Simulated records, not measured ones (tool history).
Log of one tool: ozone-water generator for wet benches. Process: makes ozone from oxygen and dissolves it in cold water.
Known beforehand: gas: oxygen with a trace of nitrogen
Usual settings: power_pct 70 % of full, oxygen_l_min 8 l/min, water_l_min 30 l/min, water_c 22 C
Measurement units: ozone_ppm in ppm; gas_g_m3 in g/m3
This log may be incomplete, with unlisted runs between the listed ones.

run 1 hour=0 | power_pct=70 oxygen_l_min=8 water_l_min=30 water_c=22 | ozone_ppm=25.5 gas_g_m3=258.8
run 2 hour=90.4 | power_pct=70 oxygen_l_min=8 water_l_min=30 water_c=22 | ozone_ppm=25.3 gas_g_m3=259.7
run 3 hour=152.8 | power_pct=70 oxygen_l_min=8 water_l_min=30 water_c=22 | ozone_ppm=25.5 gas_g_m3=262.2
run 4 hour=211.9 | power_pct=69 oxygen_l_min=8 water_l_min=30 water_c=22 | ozone_ppm=24.9 gas_g_m3=256.3
run 5 hour=273.5 | power_pct=70 oxygen_l_min=8.27 water_l_min=30 water_c=22 | ozone_ppm=25.4 gas_g_m3=255.8
run 6 hour=351.2 | power_pct=70 oxygen_l_min=8 water_l_min=30 water_c=22 | ozone_ppm=25.5 gas_g_m3=259.9
run 7 hour=418.5 | power_pct=70 oxygen_l_min=8 water_l_min=30 water_c=22 | ozone_ppm=25.5 gas_g_m3=259.2
run 8 hour=495.4 | power_pct=70 oxygen_l_min=8 water_l_min=30 water_c=22 | ozone_ppm=25.5 gas_g_m3=259.9
run 9 hour=572.2 | power_pct=70 oxygen_l_min=8 water_l_min=23 water_c=22 | ozone_ppm=31 gas_g_m3=260.2
run 10 hour=631.9 | power_pct=70 oxygen_l_min=8 water_l_min=23 water_c=22 | ozone_ppm=31.1 gas_g_m3=258.5
run 11 hour=679.1 | power_pct=70 oxygen_l_min=8 water_l_min=30 water_c=19 | ozone_ppm=26.8 gas_g_m3=262.9
run 12 hour=742.4 | power_pct=70 oxygen_l_min=8 water_l_min=30 water_c=19 | ozone_ppm=26.6 gas_g_m3=259.9
run 13 hour=787.2 | power_pct=70 oxygen_l_min=8 water_l_min=30 water_c=19 | ozone_ppm=26.6 gas_g_m3=258.7
run 14 hour=844.4 | power_pct=74 oxygen_l_min=8 water_l_min=30 water_c=19 | ozone_ppm=27.8 gas_g_m3=274
run 15 hour=923.5 | power_pct=74 oxygen_l_min=8 water_l_min=30 water_c=19 | ozone_ppm=27.8 gas_g_m3=274.6
run 16 hour=994.1 | power_pct=74 oxygen_l_min=8 water_l_min=30 water_c=19 | ozone_ppm=27.7 gas_g_m3=274.4
run 17 hour=1082.4 | power_pct=74 oxygen_l_min=8 water_l_min=30 water_c=19 | ozone_ppm=28.3 gas_g_m3=275.7
run 18 hour=1175.5 | power_pct=74 oxygen_l_min=13.82 water_l_min=30 water_c=19 | ozone_ppm=28.8 gas_g_m3=216.7
run 19 hour=1231.5 | power_pct=70 oxygen_l_min=6.97 water_l_min=30 water_c=22 | ozone_ppm=24.9 gas_g_m3=279.1
run 20 hour=1297.2 | power_pct=70 oxygen_l_min=6.97 water_l_min=22 water_c=30 | ozone_ppm=27.8 gas_g_m3=278.1
run 21 hour=1354.8 | power_pct=53 oxygen_l_min=6.97 water_l_min=27 water_c=30 | ozone_ppm=18.8 gas_g_m3=219.8
run 22 hour=1455.1 | power_pct=62 oxygen_l_min=8 water_l_min=46 water_c=19 | ozone_ppm=16.1 gas_g_m3=236.1
run 23 hour=1557.6 | power_pct=70 oxygen_l_min=10.65 water_l_min=30 water_c=28 | ozone_ppm=23 gas_g_m3=230.7
run 24 hour=1622 | power_pct=70 oxygen_l_min=10.65 water_l_min=30 water_c=28 | ozone_ppm=23.4 gas_g_m3=232.8
run 25 hour=1690.7 | power_pct=59 oxygen_l_min=10.8 water_l_min=45 water_c=17 | ozone_ppm=17.2 gas_g_m3=199
run 26 hour=1757.4 | power_pct=70 oxygen_l_min=8 water_l_min=30 water_c=14 | ozone_ppm=29 gas_g_m3=264.1
run 27 hour=1854 | power_pct=70 oxygen_l_min=8 water_l_min=30 water_c=14 | ozone_ppm=28.6 gas_g_m3=264.3
run 28 hour=1956.1 | power_pct=54 oxygen_l_min=7.6 water_l_min=27 water_c=22 | ozone_ppm=22.1 gas_g_m3=214.6
run 29 hour=2030.9 | power_pct=48 oxygen_l_min=6.23 water_l_min=24 water_c=14 | ozone_ppm=24.1 gas_g_m3=213.7
run 30 hour=2130.7 | power_pct=48 oxygen_l_min=6.23 water_l_min=24 water_c=14 | ozone_ppm=23.8 gas_g_m3=210.9
run 31 hour=2218.3 | power_pct=55 oxygen_l_min=6.76 water_l_min=26 water_c=20 | ozone_ppm=23.7 gas_g_m3=230
run 32 hour=2269.9 | power_pct=55 oxygen_l_min=6.76 water_l_min=26 water_c=20 | ozone_ppm=23.3 gas_g_m3=229.7
run 33 hour=2344.6 | power_pct=84 oxygen_l_min=12.04 water_l_min=37 water_c=14 | ozone_ppm=29.7 gas_g_m3=258.4

A few steps of gas_g_m3 between consecutive runs. Split each: what settings, incoming material and random variation would produce without the hidden state, and what is left over for the hidden state, along with gauge scatter present in only one of the two compared results (measured, and without hidden state):
Hidden state present: yield of the discharge, % of new electrodes'; contactor's efficiency, % of a clean one's; true water temperature over the reading, C; drift of the gauge itself on ozone_ppm, %; drift of the gauge itself on gas_g_m3, %.
Run 17 -> 18: oxygen_l_min 8 -> 13.82. gas_g_m3 -59 g/m3: hidden state -0.4, all else -58.6.
Run 18 -> 19: power_pct 74 -> 70, oxygen_l_min 13.82 -> 6.97, water_c 19 -> 22. gas_g_m3 +62.4 g/m3: hidden state +0.8, all else +61.6.
Run 25 -> 26: power_pct 59 -> 70, oxygen_l_min 10.8 -> 8, water_l_min 45 -> 30, water_c 17 -> 14. gas_g_m3 +65.1 g/m3: hidden state +1.1, all else +64.
Run 32 -> 33: power_pct 55 -> 84, oxygen_l_min 6.76 -> 12.04, water_l_min 26 -> 37, water_c 20 -> 14. gas_g_m3 +28.7 g/m3: hidden state +0.7, all else +28.
